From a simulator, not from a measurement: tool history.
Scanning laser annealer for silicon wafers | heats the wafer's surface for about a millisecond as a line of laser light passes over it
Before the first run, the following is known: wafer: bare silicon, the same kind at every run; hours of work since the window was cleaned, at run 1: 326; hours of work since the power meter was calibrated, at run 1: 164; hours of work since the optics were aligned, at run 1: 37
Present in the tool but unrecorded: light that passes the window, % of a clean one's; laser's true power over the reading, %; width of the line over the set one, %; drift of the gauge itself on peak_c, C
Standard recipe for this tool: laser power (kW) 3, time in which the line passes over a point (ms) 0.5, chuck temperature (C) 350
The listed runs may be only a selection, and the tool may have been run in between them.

| run | hour | laser power (kW) | time in which the line passes over a point (ms) | chuck temperature (C) | hours of work since the window was cleaned | hours of work since the power meter was calibrated | hours of work since the optics were aligned | highest temperature of the surface (C) |
|---|---|---|---|---|---|---|---|---|
| 1 | 0 | 3 | 0.5 | 350 | 326 | 164 | 37 | 1102 |
| 2 | 5.5 | 3 | 0.5 | 322 | 328 | 167 | 39 | 1074 |
| 3 | 11 | 3 | 0.5 | 322 | 331 | 170 | 42 | 1076 |
| 4 | 19.4 | 3 | 0.5 | 322 | 335 | 174 | 46 | 1076 |
| 5 | 26.9 | 3 | 0.5 | 322 | 339 | 177 | 50 | 1076 |
| 6 | 35.4 | 2.947 | 0.5 | 322 | 343 | 181 | 54 | 1057 |
| 7 | 46.7 | 2.947 | 0.5 | 322 | 348 | 187 | 59 | 1062 |
| 8 | 52.4 | 2.947 | 0.5 | 322 | 351 | 190 | 62 | 1057 |
| 9 | 58.8 | 3.144 | 0.5 | 350 | 354 | 193 | 65 | 1141 |
| 10 | 65.4 | 3.144 | 0.5 | 350 | 357 | 196 | 68 | 1144 |
| 11 | 76.7 | 3.144 | 0.5 | 350 | 362 | 201 | 74 | 1144 |
|  | 82.5 | optics aligned, line set to its width |
| 12 | 93.5 | 3 | 0.351 | 350 | 368 | 207 | 5 | 956 |
|  | 106.5 | optics aligned, line set to its width, once more |
| 13 | 110.2 | 3.042 | 0.351 | 350 | 374 | 212 | 2 | 968 |
| 14 | 115.5 | 3.042 | 0.351 | 350 | 376 | 215 | 4 | 967 |
| 15 | 124.3 | 3 | 0.5 | 350 | 381 | 219 | 9 | 1098 |
| 16 | 131.5 | 3 | 0.5 | 350 | 384 | 223 | 12 | 1100 |
| 17 | 136.9 | 3.244 | 0.5 | 350 | 387 | 225 | 15 | 1169 |
| 18 | 142.6 | 2.634 | 0.5 | 350 | 389 | 228 | 17 | 996 |
| 19 | 149.7 | 2.634 | 0.5 | 350 | 393 | 231 | 21 | 998 |
|  | 155.2 | window over the wafer cleaned |
| 20 | 163.2 | 2.634 | 0.5 | 350 | 4 | 237 | 26 | 1012 |
| 21 | 169.9 | 2.634 | 0.5 | 350 | 7 | 240 | 29 | 1013 |
| 22 | 176.7 | 2.634 | 0.5 | 350 | 10 | 243 | 33 | 1011 |
| 23 | 189 | 2.988 | 0.5 | 386 | 16 | 249 | 39 | 1149 |
| 24 | 196.9 | 2.629 | 0.53 | 386 | 20 | 253 | 42 | 1069 |
| 25 | 202.8 | 3.045 | 0.481 | 350 | 23 | 256 | 45 | 1111 |
| 26 | 209.8 | 3.113 | 0.465 | 333 | 26 | 259 | 49 | 1099 |
| 27 | 220.6 | 3.113 | 0.465 | 333 | 31 | 264 | 54 | 1098 |
| 28 | 228.7 | 3.113 | 0.465 | 333 | 35 | 268 | 58 | 1099 |
| 29 | 238.5 | 3.113 | 0.465 | 333 | 40 | 273 | 62 | 1099 |
| 30 | 249.8 | 3.113 | 0.465 | 333 | 45 | 278 | 68 | 1100 |
| 31 | 255.5 | 2.814 | 0.5 | 370 | 48 | 281 | 70 | 1082 |
| 32 | 266.9 | 2.942 | 0.5 | 370 | 54 | 287 | 76 | 1120 |
| 33 | 272.3 | 2.739 | 0.401 | 350 | 56 | 289 | 78 | 957 |
| 34 | 281.5 | 3.122 | 0.461 | 350 | 61 | 294 | 83 | 1113 |
| 35 | 288.4 | 2.768 | 0.434 | 359 | 64 | 297 | 86 | 999 |
| 36 | 295.9 | 2.713 | 0.608 | 385 | 67 | 300 | 90 | 1153 |
| 37 | 302.8 | 2.713 | 0.608 | 385 | 71 | 304 | 93 | 1149 |
| 38 | 310.9 | 2.713 | 0.509 | 385 | 75 | 308 | 97 | 1075 |
| 39 | 319.3 | 2.713 | 0.413 | 318 | 79 | 312 | 101 | 926 |
| 40 | 329.4 | 2.713 | 0.413 | 318 | 83 | 317 | 106 | 927 |
| 41 | 336.8 | 2.713 | 0.413 | 318 | 87 | 320 | 109 | 924 |

Pick out some run-to-run changes in highest temperature of the surface (C). Of each, how much would a tool without hidden state show as well, from the settings, what came in and chance, and how much is left for the hidden state and any gauge scatter not in both results compared?
Run 11 -> 12: laser power (kW) 3.144 -> 3, time in which the line passes over a point (ms) 0.5 -> 0.351, optics aligned, line set to its width. highest temperature of the surface (C) -188: hidden state +5, all else -193.
Run 14 -> 15: laser power (kW) 3.042 -> 3, time in which the line passes over a point (ms) 0.351 -> 0.5. highest temperature of the surface (C) +131: hidden state -3, all else +134.
Run 17 -> 18: laser power (kW) 3.244 -> 2.634. highest temperature of the surface (C) -173: hidden state +3, all else -176.
Run 19 -> 20: window over the wafer cleaned. highest temperature of the surface (C) +14: hidden state +15, all else -1.
Run 32 -> 33: laser power (kW) 2.942 -> 2.739, time in which the line passes over a point (ms) 0.5 -> 0.401, chuck temperature (C) 370 -> 350. highest temperature of the surface (C) -163: hidden state +1, all else -164.
